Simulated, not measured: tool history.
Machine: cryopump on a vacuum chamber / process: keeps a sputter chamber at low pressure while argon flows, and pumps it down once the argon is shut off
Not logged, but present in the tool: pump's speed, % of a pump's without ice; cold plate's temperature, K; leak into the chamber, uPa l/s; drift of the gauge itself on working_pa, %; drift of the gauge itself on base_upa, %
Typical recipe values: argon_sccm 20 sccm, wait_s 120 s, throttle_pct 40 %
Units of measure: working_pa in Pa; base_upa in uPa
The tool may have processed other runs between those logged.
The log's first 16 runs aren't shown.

run	hour	argon_sccm	wait_s	throttle_pct	hours of work since the pump was warmed up and emptied	hours of work since the cold head was overhauled	hours of work since the chamber's fittings were tightened	working_pa	base_upa
17	1548.9	20	120	40	539	4052	1119	0.0635	2.86
# hour 1591.6: leaking fittings of the chamber tightened, without venting
18	1655.2	8	120	17	626	4139	53	0.0578	1.07
# hour 1671.1: pump warmed up, emptied and cooled again
19	1713.8	17	44	23	35	4184	98	0.0888	2.23
20	1841.8	10	44	23	142	4290	204	0.0518	2.45
21	1931.4	10	44	23	217	4365	279	0.0525	2.52
22	2044	10	44	23	310	4458	372	0.0536	2.73
23	2116.9	22	44	23	371	4519	433	0.1167	2.8
24	2216	33	44	23	453	4602	516	0.1766	3.01
25	2276.9	26	32	23	504	4652	566	0.1392	3.88
26	2387.1	9	33	24	596	4744	658	0.0472	3.83
# hour 2435.1: pump warmed up, emptied and cooled again
27	2512.6	11	247	59	64	4844	758	0.0229	1.72
28	2564.3	11	247	59	108	4887	801	0.0232	1.76
29	2674.5	11	247	59	199	4979	893	0.0227	2.01
30	2786.2	20	33	40	292	5072	986	0.0627	4.26
31	2893.5	20	33	40	381	5161	1075	0.0628	4.51
# hour 2982.5: leaking fittings of the chamber tightened, without venting
32	2982.5	20	27	32	454	5234	0	0.0775	3.27
33	3078.5	12	80	48	534	5314	80	0.0329	1.44

Alternative continuations, all from the tool just after run 33; predict every row:
A	3178.7	11	80	48	617	5397	163	?	?
B	3178.7	30	26	48	617	5397	163	?	?
C	3178.7	12	74	41	617	5397	163	?	?

run	working_pa	base_upa
A	0.0299	1.63
B	0.0822	3.67
C	0.0377	1.62
With the hidden condition removed and each run's random variation left untouched, the same runs would have given:
run	working_pa	base_upa
A	0.0268	1.24
B	0.0737	3.3
C	0.0342	1.25
